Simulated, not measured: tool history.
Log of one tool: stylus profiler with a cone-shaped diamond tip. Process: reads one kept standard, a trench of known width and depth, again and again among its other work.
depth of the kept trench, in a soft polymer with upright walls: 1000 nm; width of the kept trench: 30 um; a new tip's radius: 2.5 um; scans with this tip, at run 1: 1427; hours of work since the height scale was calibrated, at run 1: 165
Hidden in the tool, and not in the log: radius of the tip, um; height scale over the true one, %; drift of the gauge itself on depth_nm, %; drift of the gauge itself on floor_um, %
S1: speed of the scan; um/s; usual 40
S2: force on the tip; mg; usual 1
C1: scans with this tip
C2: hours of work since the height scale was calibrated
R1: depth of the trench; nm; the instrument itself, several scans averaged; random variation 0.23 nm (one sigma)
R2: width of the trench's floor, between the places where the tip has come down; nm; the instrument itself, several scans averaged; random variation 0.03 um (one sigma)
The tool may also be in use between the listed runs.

{"run": 1, "day": 0.0, "S1": 40, "S2": 1, "C1": 1427, "C2": 165, "R1": 1008.05, "R2": 25680}
{"run": 2, "day": 1.246, "S1": 40, "S2": 0.55, "C1": 1631, "C2": 188, "R1": 1005.19, "R2": 25480}
{"run": 3, "day": 2.438, "S1": 40, "S2": 0.55, "C1": 1826, "C2": 211, "R1": 1005.08, "R2": 25490}
{"run": 4, "day": 3.296, "S1": 40, "S2": 0.55, "C1": 1966, "C2": 227, "R1": 1005.2, "R2": 25450}
{"run": 5, "day": 3.979, "S1": 40, "S2": 0.55, "C1": 2077, "C2": 240, "R1": 1005.33, "R2": 25470}
{"run": 6, "day": 5.012, "S1": 40, "S2": 0.55, "C1": 2246, "C2": 260, "R1": 1005.03, "R2": 25460}
{"run": 7, "day": 6.104, "S1": 40, "S2": 0.55, "C1": 2425, "C2": 280, "R1": 1004.95, "R2": 25430}
{"run": 8, "day": 7.058, "S1": 72, "S2": 0.55, "C1": 2580, "C2": 298, "R1": 1005.48, "R2": 25130}
{"run": 9, "day": 7.942, "S1": 72, "S2": 0.55, "C1": 2725, "C2": 315, "R1": 1004.74, "R2": 25030}
{"run": 10, "day": 8.588, "S1": 72, "S2": 0.55, "C1": 2830, "C2": 327, "R1": 1004.87, "R2": 25080}
{"run": 11, "day": 9.454, "S1": 72, "S2": 0.55, "C1": 2972, "C2": 343, "R1": 1005.03, "R2": 25050}
{"run": 12, "day": 10.496, "S1": 72, "S2": 2, "C1": 3141, "C2": 363, "R1": 1012.65, "R2": 25360}
{"run": 13, "day": 11.325, "S1": 72, "S2": 2, "C1": 3277, "C2": 379, "R1": 1012.63, "R2": 25380}
{"run": 14, "day": 12.35, "S1": 72, "S2": 2, "C1": 3445, "C2": 398, "R1": 1012.23, "R2": 25400}
{"run": 15, "day": 12.971, "S1": 72, "S2": 2, "C1": 3546, "C2": 410, "R1": 1012.05, "R2": 25360}
{"run": 16, "day": 14.246, "S1": 20, "S2": 2, "C1": 3755, "C2": 434, "R1": 1012.05, "R2": 25600}
{"run": 17, "day": 14.908, "S1": 40, "S2": 1, "C1": 3862, "C2": 446, "R1": 1007.53, "R2": 25370}
{"run": 18, "day": 15.767, "S1": 40, "S2": 1, "C1": 4002, "C2": 463, "R1": 1007.78, "R2": 25370}
{"day": 15.896, "done": "height scale calibrated on a step standard"}
{"run": 19, "day": 16.458, "S1": 40, "S2": 0.87, "C1": 4112, "C2": 11, "R1": 1006.49, "R2": 25280}
{"run": 20, "day": 17.183, "S1": 40, "S2": 0.87, "C1": 4230, "C2": 24, "R1": 1006.46, "R2": 25360}
{"run": 21, "day": 17.783, "S1": 40, "S2": 1, "C1": 4329, "C2": 36, "R1": 1007.28, "R2": 25350}
{"run": 22, "day": 18.738, "S1": 40, "S2": 2.03, "C1": 4485, "C2": 54, "R1": 1011.86, "R2": 25460}
{"run": 23, "day": 19.342, "S1": 40, "S2": 2.03, "C1": 4583, "C2": 65, "R1": 1012.35, "R2": 25470}
{"day": 19.775, "done": "height scale calibrated on a step standard, once more"}
{"run": 24, "day": 20.442, "S1": 44, "S2": 1.35, "C1": 4759, "C2": 13, "R1": 1009.91, "R2": 25360}
{"run": 25, "day": 21.671, "S1": 32, "S2": 1.27, "C1": 4960, "C2": 36, "R1": 1009.51, "R2": 25370}
{"run": 26, "day": 22.321, "S1": 32, "S2": 1.27, "C1": 5066, "C2": 48, "R1": 1009.44, "R2": 25380}
{"run": 27, "day": 23.367, "S1": 120, "S2": 0.35, "C1": 5237, "C2": 68, "R1": 1003.92, "R2": 24060}
{"run": 28, "day": 24.608, "S1": 120, "S2": 0.35, "C1": 5440, "C2": 91, "R1": 1003.92, "R2": 24060}
{"run": 29, "day": 25.892, "S1": 29, "S2": 2.24, "C1": 5649, "C2": 115, "R1": 1013.67, "R2": 25430}
{"run": 30, "day": 26.85, "S1": 10, "S2": 2.51, "C1": 5806, "C2": 133, "R1": 1014.76, "R2": 25490}
{"run": 31, "day": 27.917, "S1": 10, "S2": 2.51, "C1": 5980, "C2": 154, "R1": 1014.48, "R2": 25480}
{"run": 32, "day": 28.692, "S1": 65, "S2": 0.76, "C1": 6107, "C2": 168, "R1": 1006.67, "R2": 24970}
{"run": 33, "day": 29.412, "S1": 37, "S2": 1.4, "C1": 6224, "C2": 182, "R1": 1009.97, "R2": 25260}
{"run": 34, "day": 30.525, "S1": 37, "S2": 1.4, "C1": 6406, "C2": 203, "R1": 1010.11, "R2": 25210}
{"run": 35, "day": 31.333, "S1": 18, "S2": 0.72, "C1": 6538, "C2": 218, "R1": 1006.03, "R2": 25380}
{"run": 36, "day": 32.371, "S1": 114, "S2": 1.45, "C1": 6707, "C2": 238, "R1": 1009.76, "R2": 24850}
{"run": 37, "day": 33.333, "S1": 114, "S2": 1.45, "C1": 6865, "C2": 256, "R1": 1009.7, "R2": 24770}
{"run": 38, "day": 33.892, "S1": 40, "S2": 0.44, "C1": 6956, "C2": 266, "R1": 1004.23, "R2": 24960}
{"run": 39, "day": 35.162, "S1": 11, "S2": 1.32, "C1": 7164, "C2": 290, "R1": 1009.2, "R2": 25410}
{"run": 40, "day": 36.25, "S1": 11, "S2": 1.32, "C1": 7341, "C2": 311, "R1": 1009.64, "R2": 25350}
{"run": 41, "day": 37.25, "S1": 11, "S2": 1.32, "C1": 7505, "C2": 330, "R1": 1009.15, "R2": 25360}
{"run": 42, "day": 38.071, "S1": 31, "S2": 1.01, "C1": 7639, "C2": 345, "R1": 1007.32, "R2": 25160}
{"run": 43, "day": 39.008, "S1": 17, "S2": 1.69, "C1": 7792, "C2": 363, "R1": 1011.37, "R2": 25300}
{"run": 44, "day": 39.892, "S1": 17, "S2": 1.69, "C1": 7936, "C2": 380, "R1": 1010.96, "R2": 25240}
{"run": 45, "day": 40.55, "S1": 115, "S2": 0.94, "C1": 8043, "C2": 392, "R1": 1007.44, "R2": 24450}
{"run": 46, "day": 41.133, "S1": 28, "S2": 0.42, "C1": 8139, "C2": 403, "R1": 1004.51, "R2": 25050}

Measured less the same run without the tool's hidden state. The same run-to-run variation is in both; the gauge's scatter may not be:
run=1 R1=+0.01 R2=-70
run=2 R1=-0.02 R2=-90
run=3 R1=-0.05 R2=-110
run=4 R1=-0.07 R2=-120
run=5 R1=-0.09 R2=-140
run=6 R1=-0.12 R2=-150
run=7 R1=-0.15 R2=-170
run=8 R1=-0.19 R2=-180
run=9 R1=-0.2 R2=-190
run=10 R1=-0.22 R2=-200
run=11 R1=-0.25 R2=-210
run=12 R1=-0.27 R2=-230
run=13 R1=-0.29 R2=-240
run=14 R1=-0.32 R2=-250
run=15 R1=-0.34 R2=-260
run=16 R1=-0.37 R2=-280
run=17 R1=-0.39 R2=-290
run=18 R1=-0.41 R2=-300
run=19 R1=-0.7 R2=-310
run=20 R1=-0.72 R2=-320
run=21 R1=-0.74 R2=-330
run=22 R1=-0.77 R2=-340
run=23 R1=-0.78 R2=-350
run=24 R1=+0.17 R2=-360
run=25 R1=+0.14 R2=-370
run=26 R1=+0.12 R2=-380
run=27 R1=+0.1 R2=-400
run=28 R1=+0.06 R2=-420
run=29 R1=+0.02 R2=-430
run=30 R1=-0.01 R2=-450
run=31 R1=-0.04 R2=-460
run=32 R1=-0.06 R2=-470
run=33 R1=-0.08 R2=-480
run=34 R1=-0.11 R2=-490
run=35 R1=-0.14 R2=-500
run=36 R1=-0.16 R2=-520
run=37 R1=-0.19 R2=-530
run=38 R1=-0.21 R2=-540
run=39 R1=-0.24 R2=-560
run=40 R1=-0.27 R2=-570
run=41 R1=-0.29 R2=-580
run=42 R1=-0.32 R2=-590
run=43 R1=-0.35 R2=-610
run=44 R1=-0.37 R2=-610
run=45 R1=-0.39 R2=-630
run=46 R1=-0.4 R2=-630
